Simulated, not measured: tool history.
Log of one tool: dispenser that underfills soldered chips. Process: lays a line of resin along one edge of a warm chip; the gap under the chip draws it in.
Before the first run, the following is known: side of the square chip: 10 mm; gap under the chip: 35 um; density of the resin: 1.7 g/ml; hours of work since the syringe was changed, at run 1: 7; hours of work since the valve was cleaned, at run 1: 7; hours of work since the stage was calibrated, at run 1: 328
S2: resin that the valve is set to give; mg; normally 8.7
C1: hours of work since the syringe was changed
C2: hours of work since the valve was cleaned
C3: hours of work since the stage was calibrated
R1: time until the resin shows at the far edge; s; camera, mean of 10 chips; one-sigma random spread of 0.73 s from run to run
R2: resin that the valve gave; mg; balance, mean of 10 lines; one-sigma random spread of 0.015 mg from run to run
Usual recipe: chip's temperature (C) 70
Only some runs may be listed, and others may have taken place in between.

run 1 hour=0 | chip's_temperature_(C)=70 S2=8.7 | C1=7 C2=7 C3=328 | R1=91.1 R2=8.64
-- hour=1.7 new syringe of resin
-- hour=13.1 new syringe of resin
run 2 hour=13.1 | chip's_temperature_(C)=70 S2=8.7 | C1=0 C2=16 C3=337 | R1=60.4 R2=8.64
run 3 hour=21.6 | chip's_temperature_(C)=70 S2=8.7 | C1=6 C2=22 C3=343 | R1=87 R2=8.63
-- hour=23.8 new syringe of resin
-- hour=34.6 new syringe of resin
run 4 hour=34.6 | chip's_temperature_(C)=57 S2=8.7 | C1=0 C2=31 C3=352 | R1=116.5 R2=8.59
run 5 hour=44.3 | chip's_temperature_(C)=57 S2=8.7 | C1=7 C2=38 C3=360 | R1=183.6 R2=8.56
-- hour=46.1 new syringe of resin
-- hour=57.5 new syringe of resin
run 6 hour=59 | chip's_temperature_(C)=70 S2=8.7 | C1=1 C2=48 C3=370 | R1=63.2 R2=8.49
-- hour=68.4 new syringe of resin
run 7 hour=68.4 | chip's_temperature_(C)=70 S2=8.7 | C1=0 C2=55 C3=376 | R1=58.3 R2=8.51
-- hour=79.2 new syringe of resin
run 8 hour=79.2 | chip's_temperature_(C)=70 S2=8.7 | C1=0 C2=62 C3=384 | R1=57.7 R2=8.5
-- hour=83.7 dispensing valve cleaned and set on the balance
-- hour=90.8 new syringe of resin
run 9 hour=96.7 | chip's_temperature_(C)=70 S2=8.22 | C1=4 C2=9 C3=396 | R1=75.8 R2=8.18
-- hour=102 new syringe of resin
-- hour=112.8 new syringe of resin
run 10 hour=112.8 | chip's_temperature_(C)=70 S2=8.7 | C1=0 C2=20 C3=407 | R1=57.9 R2=8.65
-- hour=123.5 new syringe of resin
run 11 hour=129.8 | chip's_temperature_(C)=69 S2=8.7 | C1=5 C2=33 C3=419 | R1=80.5 R2=8.57
-- hour=134.2 new syringe of resin
run 12 hour=138.6 | chip's_temperature_(C)=69 S2=8.7 | C1=3 C2=39 C3=425 | R1=74 R2=8.57
-- hour=145.1 new syringe of resin
run 13 hour=149.1 | chip's_temperature_(C)=69 S2=8.7 | C1=3 C2=46 C3=433 | R1=71.5 R2=8.56
-- hour=156 new syringe of resin
run 14 hour=163.7 | chip's_temperature_(C)=69 S2=8.7 | C1=6 C2=57 C3=443 | R1=83.3 R2=8.52
-- hour=166.6 new syringe of resin
run 15 hour=174.3 | chip's_temperature_(C)=69 S2=7.49 | C1=6 C2=64 C3=450 | R1=88 R2=7.31
-- hour=176.5 dispensing valve cleaned and set on the balance
-- hour=178.8 new syringe of resin
run 16 hour=184 | chip's_temperature_(C)=69 S2=9.49 | C1=4 C2=5 C3=457 | R1=73.7 R2=9.49
-- hour=190.5 new syringe of resin
run 17 hour=197.1 | chip's_temperature_(C)=69 S2=9.49 | C1=5 C2=15 C3=466 | R1=79.3 R2=9.44
-- hour=202.3 new syringe of resin
run 18 hour=211.2 | chip's_temperature_(C)=69 S2=9.49 | C1=7 C2=25 C3=476 | R1=86.7 R2=9.4
-- hour=214 new syringe of resin
-- hour=225.1 new syringe of resin
run 19 hour=225.1 | chip's_temperature_(C)=80 S2=10.54 | C1=0 C2=34 C3=485 | R1=33.8 R2=10.43
-- hour=236.5 new syringe of resin
run 20 hour=240.3 | chip's_temperature_(C)=70 S2=9.37 | C1=3 C2=45 C3=496 | R1=65.1 R2=9.22
-- hour=247.3 new syringe of resin
run 21 hour=249.9 | chip's_temperature_(C)=71 S2=11.17 | C1=2 C2=52 C3=503 | R1=58.8 R2=10.93
-- hour=259 new syringe of resin
run 22 hour=266.3 | chip's_temperature_(C)=71 S2=11.17 | C1=5 C2=63 C3=515 | R1=71 R2=10.9
-- hour=269.8 new syringe of resin
-- hour=270.8 dispensing valve cleaned and set on the balance
-- hour=281.6 new syringe of resin
run 23 hour=281.6 | chip's_temperature_(C)=81 S2=10.63 | C1=0 C2=8 C3=525 | R1=31.7 R2=10.61
-- hour=292.5 new syringe of resin
run 24 hour=297.7 | chip's_temperature_(C)=68 S2=7.9 | C1=4 C2=19 C3=536 | R1=78.3 R2=7.85
-- hour=304.3 new syringe of resin
run 25 hour=307.2 | chip's_temperature_(C)=56 S2=8.61 | C1=2 C2=26 C3=543 | R1=129.2 R2=8.56
-- hour=315.1 new syringe of resin
run 26 hour=320.7 | chip's_temperature_(C)=74 S2=7.55 | C1=4 C2=35 C3=552 | R1=58.9 R2=7.48
-- hour=326.4 new syringe of resin
run 27 hour=333.1 | chip's_temperature_(C)=78 S2=7.48 | C1=5 C2=44 C3=561 | R1=52.6 R2=7.38
-- hour=337.3 new syringe of resin
run 28 hour=344 | chip's_temperature_(C)=78 S2=7.48 | C1=5 C2=52 C3=569 | R1=50.4 R2=7.37
-- hour=348.1 new syringe of resin
run 29 hour=354.6 | chip's_temperature_(C)=65 S2=9.32 | C1=5 C2=59 C3=576 | R1=91 R2=9.14
-- hour=359.5 new syringe of resin
-- hour=364.5 dispensing valve cleaned and set on the balance
run 30 hour=369.5 | chip's_temperature_(C)=75 S2=9.32 | C1=7 C2=4 C3=586 | R1=62.3 R2=9.27
-- hour=371.3 new syringe of resin
run 31 hour=377.2 | chip's_temperature_(C)=65 S2=8.7 | C1=4 C2=9 C3=591 | R1=90.2 R2=8.64
-- hour=382 stage's temperature calibrated
-- hour=383.2 new syringe of resin
run 32 hour=387.9 | chip's_temperature_(C)=68 S2=7.46 | C1=3 C2=16 C3=4 | R1=94.8 R2=7.37

Run 33 comes next. What will it give?
-- hour=394.7 new syringe of resin
run 33 hour=397.2 | chip's_temperature_(C)=84 S2=7.45 | C1=2 C2=22 C3=11 | R1=? R2=?

Run 33 gave R1 38.4 s, R2 7.4 mg.
With no hidden state in the tool, this same run would have given R1 34.2 s, R2 7.47 mg.
